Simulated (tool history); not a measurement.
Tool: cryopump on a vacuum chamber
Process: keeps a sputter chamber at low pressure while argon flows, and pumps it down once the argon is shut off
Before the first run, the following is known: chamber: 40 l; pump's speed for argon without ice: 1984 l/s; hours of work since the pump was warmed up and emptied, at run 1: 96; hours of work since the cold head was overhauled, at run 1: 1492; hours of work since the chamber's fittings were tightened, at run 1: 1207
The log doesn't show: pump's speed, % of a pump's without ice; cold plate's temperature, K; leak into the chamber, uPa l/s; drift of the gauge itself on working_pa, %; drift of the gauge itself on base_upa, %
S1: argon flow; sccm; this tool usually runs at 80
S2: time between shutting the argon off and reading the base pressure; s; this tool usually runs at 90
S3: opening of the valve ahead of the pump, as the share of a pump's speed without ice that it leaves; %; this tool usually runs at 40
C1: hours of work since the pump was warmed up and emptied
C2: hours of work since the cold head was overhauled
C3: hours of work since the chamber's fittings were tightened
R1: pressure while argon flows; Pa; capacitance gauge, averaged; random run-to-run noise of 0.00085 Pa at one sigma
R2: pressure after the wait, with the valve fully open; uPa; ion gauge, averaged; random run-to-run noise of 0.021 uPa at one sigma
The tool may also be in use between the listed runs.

run,day,S1,S2,S3,C1,C2,C3,R1,R2
1,0.000,80,90,40,96,1492,1207,0.1739,2.08
2,3.092,117,90,40,138,1534,1249,0.2572,2.19
3,5.571,117,90,40,173,1568,1283,0.2573,2.28
4,8.021,80,249,40,206,1602,1317,0.1767,2.11
5,10.146,80,249,40,236,1631,1346,0.1785,2.22
6,12.508,80,249,40,268,1664,1379,0.1788,2.26
7,14.396,80,249,40,294,1690,1405,0.1801,2.30
8,17.292,52,90,40,334,1730,1445,0.1156,2.68
9,19.467,52,90,26,364,1760,1475,0.1772,2.67
# day 21.442: leaking fittings of the chamber tightened, without venting
10,21.767,52,90,26,395,1790,4,0.1802,0.57
# day 23.508: pump warmed up, emptied and cooled again
11,24.767,80,90,30,17,1829,43,0.2297,0.60
12,27.396,80,90,40,54,1865,79,0.1735,0.65
13,30.179,80,90,40,92,1903,118,0.1739,0.71
14,33.521,73,90,40,138,1950,164,0.1599,0.77
15,35.108,80,90,41,160,1971,186,0.1739,0.82
16,36.600,80,90,52,180,1992,206,0.1385,0.85
17,40.162,80,90,52,230,2041,255,0.1389,0.91
18,42.371,80,90,52,260,2071,286,0.1389,1.00
19,44.208,52,54,27,285,2097,311,0.1724,1.22
20,46.088,80,111,19,311,2123,337,0.3700,0.94
21,49.321,80,111,19,356,2167,381,0.3720,1.03
22,52.683,65,111,23,402,2214,428,0.2515,1.15
# day 53.925: pump warmed up, emptied and cooled again
23,56.475,80,90,17,35,2263,477,0.4061,1.21
24,58.933,80,90,17,69,2297,511,0.4052,1.23
25,62.250,33,177,40,115,2343,557,0.0716,1.12
26,64.117,33,145,25,140,2368,582,0.1160,1.22
27,66.288,47,64,32,170,2398,612,0.1293,1.56
28,68.767,61,59,46,205,2432,646,0.1194,1.63
29,71.942,61,59,46,248,2476,690,0.1205,1.78
30,74.075,41,59,46,278,2506,720,0.0818,1.78
31,77.275,41,59,46,322,2550,764,0.0820,1.89
32,80.538,41,59,46,367,2595,809,0.0825,1.95
33,83.567,34,48,15,409,2636,850,0.1983,2.22

For each entry between runs, how does the tool's hidden state at the last listed run before it compare with that at the first listed run after it?
From run 9 to run 10: leaking fittings of the chamber tightened, without venting (day 21.442)
  pump's speed, % of a pump's without ice: 87.7 -> 86.7; cold plate's temperature, K: 13.46 -> 13.49; leak into the chamber, uPa l/s: 3982 -> 352
  difference, measured minus the result without the unlogged condition, R1: +0.0077 -> +0.0084 Pa; R2: +2.19 -> +0.05 uPa
From run 10 to run 11: pump warmed up, emptied and cooled again (day 23.508)
  pump's speed, % of a pump's without ice: 86.7 -> 99.4; cold plate's temperature, K: 13.49 -> 13.52; leak into the chamber, uPa l/s: 352 -> 449
  difference, measured minus the result without the unlogged condition, R1: +0.0084 -> +0.0026 Pa; R2: +0.05 -> +0.08 uPa
From run 22 to run 23: pump warmed up, emptied and cooled again (day 53.925)
  pump's speed, % of a pump's without ice: 86.1 -> 98.7; cold plate's temperature, K: 13.82 -> 13.86; leak into the chamber, uPa l/s: 1402 -> 1522
  difference, measured minus the result without the unlogged condition, R1: +0.0113 -> +0.0036 Pa; R2: +0.71 -> +0.67 uPa

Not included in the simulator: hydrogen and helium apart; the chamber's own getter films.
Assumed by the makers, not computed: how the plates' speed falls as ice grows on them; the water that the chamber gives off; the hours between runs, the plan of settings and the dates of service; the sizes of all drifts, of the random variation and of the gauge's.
